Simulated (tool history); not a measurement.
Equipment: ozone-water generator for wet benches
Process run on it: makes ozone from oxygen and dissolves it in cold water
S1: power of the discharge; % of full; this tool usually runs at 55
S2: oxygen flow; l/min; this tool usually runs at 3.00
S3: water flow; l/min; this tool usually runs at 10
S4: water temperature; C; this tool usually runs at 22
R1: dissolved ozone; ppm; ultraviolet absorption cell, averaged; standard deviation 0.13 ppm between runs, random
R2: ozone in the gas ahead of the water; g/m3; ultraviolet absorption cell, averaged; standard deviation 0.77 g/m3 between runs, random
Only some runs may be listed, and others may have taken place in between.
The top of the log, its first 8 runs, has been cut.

run    hour  S1    S2  S3  S4    R1     R2
  9   921.6  55  3.00  14  22   9.9  115.1
 10  1037.9  55  3.00  14  22  10.0  114.3
 11  1137.7  55  3.00   8  22  15.5  115.8
 12  1235.9  55  3.00   8  22  15.5  113.7
 13  1389.1  55  3.00   8  22  15.5  113.6
 14  1501.7  55  3.00  10  22  12.9  113.4
 15  1644.8  55  3.00  10  22  12.7  114.4
 16  1752.9  90  4.13   9  28  16.8  134.2
 17  1835.7  90  2.05   9  28  18.5  201.4
 18  1993.0  90  2.05   9  28  18.6  198.9
     2003.8  -- water thermometer calibrated
 19  2077.6  90  2.05   9  28  18.4  197.6
 20  2149.1  47  3.00  15  19   8.3   99.6
 21  2229.5  45  3.00  10  14  12.6   98.3
 22  2350.3  45  3.00  10  14  12.5   97.3
 23  2499.8  41  1.76  14  25   6.9  122.6
 24  2633.6  55  3.00  14  22   9.3  112.5
 25  2711.8  55  3.00  14  22   9.5  112.7
 26  2814.5  55  3.00  14  22   9.3  112.2
     2940.1  -- water thermometer calibrated, once more
 27  2968.1  71  2.64  13  14  13.4  145.9
 28  3110.4  73  3.00  10  27  14.3  136.8
 29  3245.4  55  3.00  10  15  14.0  111.1
 30  3369.3  60  3.00  12  22  11.3  119.2

Predict each of these 5 candidate next runs independently; none follows another, all start after run 30:
  A  3438.2  60  3.00  12  27   ?   ?
  B  3438.2  80  3.00  10  22   ?   ?
  C  3438.2  60  3.00   7  22   ?   ?
  D  3438.2  60  3.77  12  22   ?   ?
  E  3438.2  85  2.89  12  22   ?   ?

run    R1     R2
  A  10.3  117.4
  B  16.3  144.0
  C  17.4  118.7
  D  11.2  104.0
  E  14.5  155.5
Without the tool's unlogged condition, the same runs would have read:
run    R1     R2
  A  11.7  124.6
  B  18.5  155.0
  C  19.2  126.0
  D  12.7  110.3
  E  16.7  167.8
